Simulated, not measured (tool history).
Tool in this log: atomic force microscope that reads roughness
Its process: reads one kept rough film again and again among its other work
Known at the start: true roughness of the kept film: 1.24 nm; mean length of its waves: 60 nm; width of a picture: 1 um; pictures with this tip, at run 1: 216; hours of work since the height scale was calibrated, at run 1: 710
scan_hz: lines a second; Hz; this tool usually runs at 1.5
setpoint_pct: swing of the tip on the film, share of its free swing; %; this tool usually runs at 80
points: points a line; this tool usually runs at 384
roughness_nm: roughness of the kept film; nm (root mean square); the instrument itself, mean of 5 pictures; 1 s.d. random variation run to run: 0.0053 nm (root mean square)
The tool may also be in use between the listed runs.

| run | day | scan_hz | setpoint_pct | points | pictures with this tip | hours of work since the height scale was calibrated | roughness_nm |
|---|---|---|---|---|---|---|---|
| 1 | 0 | 1.5 | 80 | 384 | 216 | 710 | 1.042 |
| 2 | 0.738 | 1.5 | 80 | 330 | 242 | 722 | 1.048 |
| 3 | 1.938 | 1.5 | 80 | 330 | 286 | 742 | 1.043 |
|  | 2.292 | new tip fitted |
| 4 | 2.496 | 1.5 | 80 | 330 | 8 | 751 | 1.081 |
| 5 | 3.638 | 1.5 | 80 | 330 | 49 | 770 | 1.074 |
| 6 | 4.625 | 0.64 | 80 | 384 | 84 | 786 | 1.155 |
| 7 | 5.871 | 0.64 | 80 | 384 | 129 | 807 | 1.144 |
| 8 | 6.383 | 0.64 | 67 | 384 | 147 | 816 | 1.178 |
| 9 | 7.638 | 0.64 | 67 | 384 | 192 | 836 | 1.161 |
|  | 7.738 | height scale calibrated on a step standard |
| 10 | 8.496 | 0.64 | 67 | 384 | 222 | 13 | 1.179 |
| 11 | 9.058 | 0.64 | 67 | 384 | 242 | 22 | 1.172 |
| 12 | 10.012 | 0.64 | 67 | 384 | 276 | 38 | 1.168 |
|  | 10.588 | new tip fitted |
| 13 | 11.225 | 1.5 | 80 | 384 | 23 | 58 | 1.087 |
|  | 11.808 | height scale calibrated on a step standard, once more |
| 14 | 11.808 | 1.5 | 80 | 384 | 42 | 0 | 1.06 |
| 15 | 12.488 | 1.5 | 80 | 384 | 67 | 11 | 1.054 |
| 16 | 13.646 | 1.81 | 88 | 504 | 109 | 31 | 0.957 |
| 17 | 14.442 | 1.81 | 88 | 504 | 137 | 44 | 0.952 |
| 18 | 15.421 | 0.95 | 83 | 487 | 172 | 60 | 1.093 |
| 19 | 16.642 | 3.7 | 83 | 306 | 216 | 80 | 0.84 |
| 20 | 17.158 | 0.72 | 83 | 306 | 235 | 89 | 1.1 |
| 21 | 18.183 | 0.72 | 83 | 306 | 271 | 106 | 1.095 |
|  | 18.942 | new tip fitted |
| 22 | 18.942 | 0.72 | 83 | 753 | 0 | 118 | 1.126 |
| 23 | 19.712 | 0.72 | 86 | 266 | 28 | 131 | 1.12 |
| 24 | 20.304 | 1.87 | 62 | 304 | 49 | 141 | 1.145 |
| 25 | 21.571 | 0.51 | 78 | 384 | 94 | 162 | 1.157 |
| 26 | 22.612 | 1.74 | 60 | 798 | 132 | 179 | 1.144 |
| 27 | 23.288 | 1.24 | 80 | 803 | 156 | 191 | 1.063 |
| 28 | 24.15 | 1.24 | 80 | 803 | 187 | 205 | 1.075 |
| 29 | 24.662 | 1.24 | 80 | 803 | 205 | 214 | 1.064 |

Hidden state at the last listed run before each entry between runs and at the first one after, where it differs:
In the gap between runs 3 and 4: new tip fitted (day 2.292)
  radius of the tip, nm: 40.6 -> 11.4; height scale over the true one, %: 1.44 -> 1.46
  difference, measured minus the result without the unlogged condition, roughness_nm: -0.027 -> +0.013 nm (root mean square)
In the gap between runs 9 and 10: height scale calibrated on a step standard (day 7.738)
  radius of the tip, nm: 30.1 -> 33.1; height scale over the true one, %: 1.62 -> 2.42
  difference, measured minus the result without the unlogged condition, roughness_nm: -0.012 -> -0.007 nm (root mean square)
In the gap between runs 12 and 13: new tip fitted (day 10.588)
  radius of the tip, nm: 38.7 -> 12.8; height scale over the true one, %: 2.47 -> 2.51
  difference, measured minus the result without the unlogged condition, roughness_nm: -0.016 -> +0.023 nm (root mean square)
In the gap between runs 13 and 14: height scale calibrated on a step standard, once more (day 11.808)
  radius of the tip, nm: 12.8 -> 14.7; height scale over the true one, %: 2.51 -> 0.06
  difference, measured minus the result without the unlogged condition, roughness_nm: +0.023 -> -0.006 nm (root mean square)
In the gap between runs 21 and 22: new tip fitted (day 18.942)
  radius of the tip, nm: 39.1 -> 11.4; height scale over the true one, %: 0.26 -> 0.28
  difference, measured minus the result without the unlogged condition, roughness_nm: -0.04 -> +0.001 nm (root mean square)

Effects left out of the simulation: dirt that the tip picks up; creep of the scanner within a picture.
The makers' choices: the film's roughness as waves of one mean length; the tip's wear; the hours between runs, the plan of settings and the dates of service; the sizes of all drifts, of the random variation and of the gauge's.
